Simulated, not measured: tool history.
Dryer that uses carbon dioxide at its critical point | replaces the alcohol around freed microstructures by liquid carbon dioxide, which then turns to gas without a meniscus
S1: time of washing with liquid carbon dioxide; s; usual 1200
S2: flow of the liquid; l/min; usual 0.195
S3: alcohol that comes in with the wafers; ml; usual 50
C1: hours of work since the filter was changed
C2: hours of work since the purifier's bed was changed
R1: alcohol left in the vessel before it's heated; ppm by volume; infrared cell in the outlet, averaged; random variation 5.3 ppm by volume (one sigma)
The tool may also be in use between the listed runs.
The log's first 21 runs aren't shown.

{"run": 22, "hour": 846.7, "S1": 960, "S2": 0.174, "S3": 73, "C1": 167, "C2": 277, "R1": 1758}
{"run": 23, "hour": 893.4, "S1": 960, "S2": 0.174, "S3": 73, "C1": 196, "C2": 307, "R1": 1830}
{"run": 24, "hour": 917.2, "S1": 960, "S2": 0.195, "S3": 50, "C1": 211, "C2": 322, "R1": 878}
{"run": 25, "hour": 966.3, "S1": 1560, "S2": 0.193, "S3": 50, "C1": 242, "C2": 353, "R1": 168}
{"run": 26, "hour": 1003.9, "S1": 1500, "S2": 0.231, "S3": 37, "C1": 266, "C2": 376, "R1": 127}
{"run": 27, "hour": 1038.2, "S1": 780, "S2": 0.256, "S3": 25, "C1": 287, "C2": 398, "R1": 478}
{"run": 28, "hour": 1088.8, "S1": 1200, "S2": 0.219, "S3": 50, "C1": 319, "C2": 430, "R1": 301}
{"run": 29, "hour": 1113.9, "S1": 1200, "S2": 0.3, "S3": 93, "C1": 335, "C2": 446, "R1": 185}
{"run": 30, "hour": 1157.1, "S1": 1200, "S2": 0.3, "S3": 93, "C1": 362, "C2": 473, "R1": 192}
{"run": 31, "hour": 1191.3, "S1": 1200, "S2": 0.3, "S3": 93, "C1": 384, "C2": 495, "R1": 211}
{"hour": 1220.4, "done": "purifier's bed changed"}
{"hour": 1236.0, "done": "inlet filter changed"}
{"run": 32, "hour": 1237.2, "S1": 1200, "S2": 0.3, "S3": 93, "C1": 1, "C2": 10, "R1": 17}
{"run": 33, "hour": 1288.4, "S1": 1740, "S2": 0.121, "S3": 87, "C1": 33, "C2": 42, "R1": 414}
{"run": 34, "hour": 1335.2, "S1": 1200, "S2": 0.261, "S3": 35, "C1": 63, "C2": 72, "R1": 51}
{"run": 35, "hour": 1375.2, "S1": 1200, "S2": 0.229, "S3": 44, "C1": 88, "C2": 97, "R1": 79}
{"run": 36, "hour": 1422.9, "S1": 1500, "S2": 0.195, "S3": 27, "C1": 118, "C2": 127, "R1": 67}
{"run": 37, "hour": 1446.6, "S1": 1200, "S2": 0.274, "S3": 105, "C1": 133, "C2": 142, "R1": 86}
{"run": 38, "hour": 1500.3, "S1": 1200, "S2": 0.274, "S3": 105, "C1": 167, "C2": 176, "R1": 105}
{"run": 39, "hour": 1536.9, "S1": 1380, "S2": 0.146, "S3": 61, "C1": 190, "C2": 199, "R1": 637}
{"run": 40, "hour": 1568.5, "S1": 1320, "S2": 0.258, "S3": 30, "C1": 210, "C2": 219, "R1": 90}
{"run": 41, "hour": 1611.7, "S1": 1200, "S2": 0.195, "S3": 36, "C1": 237, "C2": 246, "R1": 275}

3 ways to go on from here, each from the tool as it stands after run 41. What would each give?
{"run": "A", "hour": 1658.0, "S1": 1020, "S2": 0.16, "S3": 50, "C1": 266, "C2": 275, "R1": "?"}
{"run": "B", "hour": 1658.0, "S1": 1800, "S2": 0.187, "S3": 98, "C1": 266, "C2": 275, "R1": "?"}
{"run": "C", "hour": 1658.0, "S1": 1680, "S2": 0.269, "S3": 34, "C1": 266, "C2": 275, "R1": "?"}

run=A R1=1621
run=B R1=133
run=C R1=99
Without the tool's hidden state the same runs would have given:
run=A R1=890
run=B R1=15
run=C R1=6
